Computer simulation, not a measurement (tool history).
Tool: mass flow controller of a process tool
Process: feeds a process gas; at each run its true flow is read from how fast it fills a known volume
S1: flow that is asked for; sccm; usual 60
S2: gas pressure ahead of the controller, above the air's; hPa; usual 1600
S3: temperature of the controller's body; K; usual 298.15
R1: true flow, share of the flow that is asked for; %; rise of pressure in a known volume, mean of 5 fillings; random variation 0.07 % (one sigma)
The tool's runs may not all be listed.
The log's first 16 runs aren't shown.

run 17 hour=3409.0 | S1=60 S2=1730 S3=298.15 | R1=99.08
run 18 hour=3692.9 | S1=60 S2=1600 S3=308.15 | R1=98.42
run 19 hour=3822.4 | S1=60 S2=1590 S3=298.15 | R1=99.18
run 20 hour=3997.4 | S1=57 S2=1600 S3=298.15 | R1=99.07
run 21 hour=4277.9 | S1=57 S2=1600 S3=298.15 | R1=98.99
run 22 hour=4538.1 | S1=57 S2=1600 S3=302.15 | R1=98.86
run 23 hour=4769.5 | S1=60 S2=1600 S3=303.15 | R1=98.80
run 24 hour=5068.9 | S1=60 S2=1600 S3=298.15 | R1=99.26
-- hour=5240.4 controller's zero set anew
run 25 hour=5337.9 | S1=60 S2=2600 S3=310.15 | R1=98.85
run 26 hour=5576.9 | S1=28 S2=1600 S3=307.15 | R1=98.38
run 27 hour=5867.4 | S1=184 S2=2340 S3=309.15 | R1=99.34
-- hour=6037.4 controller exchanged for a calibrated one
run 28 hour=6086.5 | S1=184 S2=2340 S3=309.15 | R1=99.25
run 29 hour=6319.1 | S1=184 S2=2340 S3=309.15 | R1=99.49
run 30 hour=6553.1 | S1=184 S2=2340 S3=309.15 | R1=99.36
run 31 hour=6769.1 | S1=184 S2=2340 S3=309.15 | R1=99.46
run 32 hour=7065.2 | S1=32 S2=2340 S3=304.15 | R1=98.97
run 33 hour=7332.6 | S1=32 S2=2340 S3=304.15 | R1=98.85

The next listed run, before its measurement:
run 34 hour=7484.4 | S1=36 S2=1590 S3=309.15 | R1=?

{"run 34": {"R1": 98.34}}
Without the tool's hidden state the same run would have given R1 98.33 %.
